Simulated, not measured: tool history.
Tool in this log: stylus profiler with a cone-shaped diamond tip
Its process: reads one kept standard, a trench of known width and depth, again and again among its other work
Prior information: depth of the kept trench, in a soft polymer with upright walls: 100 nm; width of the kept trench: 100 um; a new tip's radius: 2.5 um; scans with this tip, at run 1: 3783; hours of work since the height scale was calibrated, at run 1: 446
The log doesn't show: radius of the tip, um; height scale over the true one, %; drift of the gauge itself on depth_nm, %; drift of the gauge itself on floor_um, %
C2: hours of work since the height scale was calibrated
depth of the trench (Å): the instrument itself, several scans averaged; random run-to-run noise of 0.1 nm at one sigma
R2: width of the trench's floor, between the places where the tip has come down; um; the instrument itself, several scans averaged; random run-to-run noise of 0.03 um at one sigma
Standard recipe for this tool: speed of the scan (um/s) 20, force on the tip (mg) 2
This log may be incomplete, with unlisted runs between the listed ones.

run 1 hour=0 | speed_of_the_scan_(um/s)=20 force_on_the_tip_(mg)=2 | scans_with_this_tip=3783 C2=446 | depth_of_the_trench_(Å)=1009.6 R2=98.26
run 2 hour=20.1 | speed_of_the_scan_(um/s)=20 force_on_the_tip_(mg)=2 | scans_with_this_tip=3894 C2=459 | depth_of_the_trench_(Å)=1010.3 R2=98.32
run 3 hour=43.2 | speed_of_the_scan_(um/s)=20 force_on_the_tip_(mg)=2 | scans_with_this_tip=4021 C2=474 | depth_of_the_trench_(Å)=1010 R2=98.26
run 4 hour=58.2 | speed_of_the_scan_(um/s)=20 force_on_the_tip_(mg)=2 | scans_with_this_tip=4104 C2=484 | depth_of_the_trench_(Å)=1012.1 R2=98.32
run 5 hour=82.9 | speed_of_the_scan_(um/s)=20 force_on_the_tip_(mg)=2 | scans_with_this_tip=4240 C2=500 | depth_of_the_trench_(Å)=1011.1 R2=98.27
run 6 hour=106 | speed_of_the_scan_(um/s)=20 force_on_the_tip_(mg)=2 | scans_with_this_tip=4368 C2=515 | depth_of_the_trench_(Å)=1011.7 R2=98.34
run 7 hour=131 | speed_of_the_scan_(um/s)=20 force_on_the_tip_(mg)=2 | scans_with_this_tip=4506 C2=531 | depth_of_the_trench_(Å)=1010.6 R2=98.32
run 8 hour=150.5 | speed_of_the_scan_(um/s)=57 force_on_the_tip_(mg)=2 | scans_with_this_tip=4613 C2=544 | depth_of_the_trench_(Å)=1011.6 R2=98.01
run 9 hour=165.3 | speed_of_the_scan_(um/s)=57 force_on_the_tip_(mg)=2 | scans_with_this_tip=4696 C2=554 | depth_of_the_trench_(Å)=1010.8 R2=98.04
run 10 hour=185.6 | speed_of_the_scan_(um/s)=57 force_on_the_tip_(mg)=2 | scans_with_this_tip=4807 C2=567 | depth_of_the_trench_(Å)=1010.9 R2=98.05
run 11 hour=206.8 | speed_of_the_scan_(um/s)=57 force_on_the_tip_(mg)=2 | scans_with_this_tip=4925 C2=581 | depth_of_the_trench_(Å)=1010.4 R2=98.04
run 12 hour=223.3 | speed_of_the_scan_(um/s)=57 force_on_the_tip_(mg)=2 | scans_with_this_tip=5015 C2=591 | depth_of_the_trench_(Å)=1013.2 R2=98.01
run 13 hour=240.7 | speed_of_the_scan_(um/s)=57 force_on_the_tip_(mg)=2 | scans_with_this_tip=5112 C2=603 | depth_of_the_trench_(Å)=1013.5 R2=98
run 14 hour=264.5 | speed_of_the_scan_(um/s)=57 force_on_the_tip_(mg)=2 | scans_with_this_tip=5243 C2=618 | depth_of_the_trench_(Å)=1011.5 R2=98.05
run 15 hour=285.9 | speed_of_the_scan_(um/s)=57 force_on_the_tip_(mg)=2 | scans_with_this_tip=5361 C2=632 | depth_of_the_trench_(Å)=1012.8 R2=97.99
run 16 hour=304.3 | speed_of_the_scan_(um/s)=57 force_on_the_tip_(mg)=2 | scans_with_this_tip=5463 C2=644 | depth_of_the_trench_(Å)=1011.6 R2=97.96
-- hour=307.5 height scale calibrated on a step standard
run 17 hour=330.2 | speed_of_the_scan_(um/s)=21 force_on_the_tip_(mg)=4.37 | scans_with_this_tip=5603 C2=15 | depth_of_the_trench_(Å)=1020.2 R2=98.28
run 18 hour=347.8 | speed_of_the_scan_(um/s)=20 force_on_the_tip_(mg)=3.25 | scans_with_this_tip=5700 C2=26 | depth_of_the_trench_(Å)=1017.3 R2=98.34
run 19 hour=366.3 | speed_of_the_scan_(um/s)=14 force_on_the_tip_(mg)=0.98 | scans_with_this_tip=5803 C2=38 | depth_of_the_trench_(Å)=1010 R2=98.21
run 20 hour=392.8 | speed_of_the_scan_(um/s)=15 force_on_the_tip_(mg)=4.4 | scans_with_this_tip=5949 C2=56 | depth_of_the_trench_(Å)=1021.6 R2=98.38
run 21 hour=413.3 | speed_of_the_scan_(um/s)=67 force_on_the_tip_(mg)=2.34 | scans_with_this_tip=6062 C2=69 | depth_of_the_trench_(Å)=1014.7 R2=97.97
run 22 hour=428.7 | speed_of_the_scan_(um/s)=17 force_on_the_tip_(mg)=0.69 | scans_with_this_tip=6147 C2=79 | depth_of_the_trench_(Å)=1009.2 R2=98.14
-- hour=457.8 height scale calibrated on a step standard, once more
run 23 hour=457.8 | speed_of_the_scan_(um/s)=17 force_on_the_tip_(mg)=0.69 | scans_with_this_tip=6305 C2=0 | depth_of_the_trench_(Å)=1004.7 R2=98.17
run 24 hour=486.9 | speed_of_the_scan_(um/s)=7 force_on_the_tip_(mg)=1.61 | scans_with_this_tip=6466 C2=19 | depth_of_the_trench_(Å)=1009.6 R2=98.33
run 25 hour=503.4 | speed_of_the_scan_(um/s)=7 force_on_the_tip_(mg)=1.61 | scans_with_this_tip=6557 C2=30 | depth_of_the_trench_(Å)=1008.5 R2=98.29
run 26 hour=528.2 | speed_of_the_scan_(um/s)=8 force_on_the_tip_(mg)=5.12 | scans_with_this_tip=6694 C2=46 | depth_of_the_trench_(Å)=1018.3 R2=98.39
run 27 hour=547.7 | speed_of_the_scan_(um/s)=8 force_on_the_tip_(mg)=5.12 | scans_with_this_tip=6801 C2=59 | depth_of_the_trench_(Å)=1019 R2=98.32
run 28 hour=573.6 | speed_of_the_scan_(um/s)=12 force_on_the_tip_(mg)=3.34 | scans_with_this_tip=6944 C2=75 | depth_of_the_trench_(Å)=1012.8 R2=98.2
run 29 hour=591 | speed_of_the_scan_(um/s)=20 force_on_the_tip_(mg)=1.14 | scans_with_this_tip=7040 C2=87 | depth_of_the_trench_(Å)=1006.1 R2=98.15
run 30 hour=613.6 | speed_of_the_scan_(um/s)=20 force_on_the_tip_(mg)=1.14 | scans_with_this_tip=7165 C2=101 | depth_of_the_trench_(Å)=1005.9 R2=98.16

Hidden state at the last listed run before each entry between runs and at the first one after, where it differs:
Logged between run 16 and run 17: height scale calibrated on a step standard (hour 307.5)
  radius of the tip, um: 3.27 -> 3.28; height scale over the true one, %: 0.275 -> 0.459
  the result without the hidden state subtracted from the measured one, depth of the trench (Å): +2.8 -> +4.7; R2: -0.2 -> -0.21 um
Logged between run 22 and run 23: height scale calibrated on a step standard, once more (hour 457.8)
  radius of the tip, um: 3.35 -> 3.37; height scale over the true one, %: 0.49 -> 0.036
  the result without the hidden state subtracted from the measured one, depth of the trench (Å): +4.9 -> +0.3; R2: -0.23 -> -0.23 um

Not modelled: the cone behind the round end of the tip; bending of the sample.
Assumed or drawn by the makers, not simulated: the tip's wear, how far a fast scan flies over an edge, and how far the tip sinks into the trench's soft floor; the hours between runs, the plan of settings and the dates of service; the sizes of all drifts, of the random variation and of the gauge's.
